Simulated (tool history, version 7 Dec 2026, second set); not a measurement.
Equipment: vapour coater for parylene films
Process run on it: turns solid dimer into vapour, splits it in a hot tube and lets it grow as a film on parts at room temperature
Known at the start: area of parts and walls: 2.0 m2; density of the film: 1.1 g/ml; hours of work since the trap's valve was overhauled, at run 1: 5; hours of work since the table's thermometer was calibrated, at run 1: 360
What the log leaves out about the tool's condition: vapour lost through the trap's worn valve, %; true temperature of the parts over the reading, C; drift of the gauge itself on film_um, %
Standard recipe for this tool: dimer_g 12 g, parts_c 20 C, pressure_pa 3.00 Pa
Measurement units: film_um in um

run   hour  dimer_g  parts_c  pressure_pa  hours of work since the trap's valve was overhauled  hours of work since the table's thermometer was calibrated  film_um
  1    0.0       12       20         3.00                                                    5                                                         360     4.00
  2   26.7       12       20         3.00                                                   25                                                         380     4.00
  3   40.8       12       20         3.00                                                   35                                                         390     3.99
  4   56.3       12       20         3.00                                                   47                                                         402     3.93
  5   88.4       17       20         3.00                                                   71                                                         426     5.55
  6  118.2       17       20         3.00                                                   94                                                         448     5.56
  7  144.2       17       20         3.00                                                  113                                                         468     5.56
  8  161.9       17       20         3.00                                                  126                                                         481     5.52
  9  188.7       17       20         3.00                                                  146                                                         501     5.48
 10  219.3       12       20         3.00                                                  169                                                         524     3.87
 11  243.0       12       20         3.00                                                  187                                                         542     3.91
 12  277.9       12       20         3.00                                                  214                                                         568     3.87
     284.1  -- trap's valve overhauled
 13  312.1       12       20         3.00                                                   21                                                         591     3.74
     336.2  -- trap's valve overhauled, once more
 14  344.2       12       20         3.00                                                    6                                                         612     4.00
 15  378.2       12       20         2.15                                                   32                                                         638     4.10
 16  392.7       12       20         2.15                                                   42                                                         649     4.09
 17  409.7       12       20         2.15                                                   55                                                         662     4.06
 18  435.9       12       21         2.15                                                   75                                                         681     3.94
 19  461.0        7       21         2.23                                                   94                                                         700     2.27
 20  475.3        7       21         2.23                                                  105                                                         711     2.25
 21  503.5        6       15         3.00                                                  126                                                         732     2.35
 22  531.5        6       15         3.00                                                  147                                                         753     2.35
 23  550.8       12       19         3.00                                                  161                                                         768     4.06
 24  572.0       12       19         3.00                                                  177                                                         784     3.99
 25  597.0       12       19         3.00                                                  196                                                         802     4.01
 26  628.8       12       19         3.00                                                  220                                                         826     3.99
 27  662.1       12       19         3.00                                                  245                                                         851     3.99
 28  684.8       17       26         5.13                                                  262                                                         868     4.08
     697.8  -- trap's valve overhauled
 29  717.5        5       19         5.37                                                   15                                                         890     1.62
 30  745.1        7       28         2.54                                                   36                                                         911     1.70
 31  760.5        7       20         4.88                                                   47                                                         922     2.18
 32  790.5        7       20         4.88                                                   70                                                         945     2.19
 33  808.9       14       30         5.35                                                   83                                                         959     2.91
 34  832.0       11       20         5.93                                                  101                                                         976     3.28
 35  856.0       20       21         3.96                                                  119                                                         994     6.03

Alternative continuations, all from the tool just after run 35; predict every row:
  A  885.8       11       21         2.07                                                  141                                                        1016        ?
  B  885.8       20       14         3.96                                                  141                                                        1016        ?
  C  885.8        8       13        10.96                                                  141                                                        1016        ?
  D  885.8       21       20         3.00                                                  141                                                        1016        ?

run  film_um
  A     3.54
  B     7.92
  C     2.94
  D     6.75
The same runs, with their run-to-run variation unchanged, on a tool lacking any hidden condition would have given:
run  film_um
  A     3.66
  B     8.19
  C     3.04
  D     6.97

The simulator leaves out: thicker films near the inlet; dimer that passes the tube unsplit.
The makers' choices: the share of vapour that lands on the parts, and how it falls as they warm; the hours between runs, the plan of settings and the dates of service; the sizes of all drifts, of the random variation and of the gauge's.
